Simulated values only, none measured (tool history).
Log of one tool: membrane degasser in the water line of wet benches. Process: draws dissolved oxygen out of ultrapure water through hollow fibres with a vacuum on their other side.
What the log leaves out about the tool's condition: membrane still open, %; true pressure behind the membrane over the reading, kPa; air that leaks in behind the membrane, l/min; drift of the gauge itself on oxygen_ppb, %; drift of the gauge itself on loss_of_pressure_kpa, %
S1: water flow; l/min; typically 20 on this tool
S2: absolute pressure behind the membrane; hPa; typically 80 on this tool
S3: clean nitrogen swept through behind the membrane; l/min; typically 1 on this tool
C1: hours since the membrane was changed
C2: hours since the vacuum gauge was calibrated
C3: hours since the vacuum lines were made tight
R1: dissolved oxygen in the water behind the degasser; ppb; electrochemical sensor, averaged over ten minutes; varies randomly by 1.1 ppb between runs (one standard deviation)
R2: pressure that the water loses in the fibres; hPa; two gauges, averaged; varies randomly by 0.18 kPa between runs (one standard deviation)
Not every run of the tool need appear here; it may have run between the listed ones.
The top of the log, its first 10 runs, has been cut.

run      day  S1     S2    S3    C1    C2    C3      R1     R2
 11   47.617  20     80     1  1426  5084  3941   230.1  320.8
      48.829  -- seals of the vacuum lines changed
 12   53.321  20     80     1  1561  5219   108   229.2  322.9
 13   59.892  20     80     1  1719  5377   266   228.6  323.2
 14   65.825  20     80  1.32  1861  5519   408     182  326.6
 15   71.646  20     80     1  2001  5659   548   229.8    322
 16   76.554  20     80     1  2119  5776   665   227.3  322.1
 17   80.279  15  130.1  0.69  2208  5866   755   461.8  239.8
 18   83.675  25    197  0.69  2290  5947   836  1125.1    404
 19   86.912  18  121.6     1  2368  6025   914   362.8  292.1
 20   92.588  25   55.1  0.73  2504  6161  1050   198.6    401
 21   98.525  20     86  1.67  2646  6304  1193   167.2  326.3
 22  102.625  20     86  1.67  2745  6402  1291   169.4    326
 23  105.733  20  181.9  1.78  2819  6477  1366   399.5  324.5
 24  112.567  29     80     1  2983  6641  1530   345.3  466.8
 25  116.521  26     80  1.09  3078  6736  1625   286.6  419.7
     122.425  -- vacuum gauge calibrated
 26  123.208  27   70.9     1  3238    19  1785   265.9  436.6
 27  129.229  24  128.9  1.63  3383   163  1929   352.8  388.1
 28  133.725  24  128.9  1.63  3491   271  2037   354.1  389.7
 29  138.733  24  128.9  1.63  3611   391  2157   353.1  385.7
 30  144.012  24   63.1  0.73  3738   518  2284   242.9  388.6
 31  148.554  24   63.1  0.73  3846   627  2393   245.8  387.2
 32  152.617  29   49.9  1.68  3944   725  2490   128.7  466.5

Consider 4 possible next runs. They are alternatives, not a sequence: every one starts from the tool as it was left by run 32. What does each give?
  A  156.571  30  194.9  0.67  4039  819  2585   ?   ?
  B  156.571  29  176.3  0.67  4039  819  2585   ?   ?
  C  156.571  27  105.7  1.68  4039  819  2585   ?   ?
  D  156.571  20   71.1     1  4039  819  2585   ?   ?

run      R1     R2
  A  1310.9  482.9
  B  1160.4  467.2
  C   313.5  435.2
  D   191.7  323.3
With the hidden condition removed and each run's random variation left untouched, the same runs would have given:
run      R1     R2
  A  1285.7  482.5
  B  1138.1  466.8
  C   307.3  434.9
  D     188  323.1
